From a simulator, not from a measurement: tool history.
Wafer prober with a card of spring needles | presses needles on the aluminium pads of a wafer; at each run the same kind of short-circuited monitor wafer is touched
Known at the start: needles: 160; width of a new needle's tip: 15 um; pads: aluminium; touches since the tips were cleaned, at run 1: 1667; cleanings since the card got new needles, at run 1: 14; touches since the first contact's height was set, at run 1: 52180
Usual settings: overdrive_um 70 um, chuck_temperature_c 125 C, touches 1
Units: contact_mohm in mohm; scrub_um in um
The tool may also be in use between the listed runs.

run	hour	overdrive_um	chuck_temperature_c	touches	touches since the tips were cleaned	cleanings since the card got new needles	touches since the first contact's height was set	contact_mohm	scrub_um
1	0	70	125	1	1667	14	52180	251	15.55
# hour 4.2: tips cleaned on abrasive film
# hour 14.5: tips cleaned on abrasive film
# hour 24.9: tips cleaned on abrasive film
2	32.8	70	125	1	2798	17	63696	275	15.45
# hour 35: tips cleaned on abrasive film
# hour 45.5: tips cleaned on abrasive film
# hour 55.9: tips cleaned on abrasive film
# hour 66.4: tips cleaned on abrasive film
3	70.2	70	125	1	1355	21	76786	249	15.42
# hour 76.5: tips cleaned on abrasive film
# hour 87: tips cleaned on abrasive film
4	93.8	70	100	1	2419	23	85073	270	15.42
# hour 95.9: tips cleaned on abrasive film
# hour 106.1: tips cleaned on abrasive film
# hour 114.5: tips cleaned on abrasive film
# hour 122.9: tips cleaned on abrasive film
# hour 132.9: tips cleaned on abrasive film
5	132.9	70	100	2	0	28	98740	215	15.4
# hour 143.2: tips cleaned on abrasive film
# hour 153.7: tips cleaned on abrasive film
6	159.7	70	100	2	2145	30	108167	238	15.39
# hour 164: tips cleaned on abrasive film
# hour 174.4: tips cleaned on abrasive film
7	181.7	70	100	2	2565	32	115865	245	15.35
# hour 183.8: tips cleaned on abrasive film
# hour 188.1: tips cleaned on abrasive film, once more
# hour 196.4: tips cleaned on abrasive film
8	203.9	70	100	2	2628	35	123625	245	15.3
# hour 206: tips cleaned on abrasive film
# hour 216.5: tips cleaned on abrasive film
# hour 226.9: tips cleaned on abrasive film
# hour 235.2: tips cleaned on abrasive film
# hour 245.7: tips cleaned on abrasive film
9	245.8	70	100	2	32	40	138293	215	15.3
# hour 254.2: tips cleaned on abrasive film
# hour 264.5: tips cleaned on abrasive film
# hour 272.9: tips cleaned on abrasive film
10	276.4	70	100	2	1244	43	149023	233	15.21
# hour 282.7: tips cleaned on abrasive film
# hour 293: tips cleaned on abrasive film
# hour 303.5: tips cleaned on abrasive film
# hour 311.9: tips cleaned on abrasive film
# hour 322.3: tips cleaned on abrasive film
11	323.1	80	66	1	271	48	165380	213	17.56
# hour 331.5: tips cleaned on abrasive film
# hour 341.9: tips cleaned on abrasive film
# hour 352.4: tips cleaned on abrasive film
# hour 352.7: height of the first contact set anew
# hour 361.1: tips cleaned on abrasive film
12	368.9	70	47	1	2757	52	5691	250	15.71

Forecast run 13:
# hour 371: tips cleaned on abrasive film
# hour 381.4: tips cleaned on abrasive film
# hour 389.8: tips cleaned on abrasive film
# hour 398.2: tips cleaned on abrasive film
13	405.9	85	125	1	2725	56	18649	?	?

{"run 13": {"contact_mohm": 252, "scrub_um": 18.96}}
Without the tool's hidden state the same run would have given contact_mohm 214 mohm, scrub_um 19.02 um.
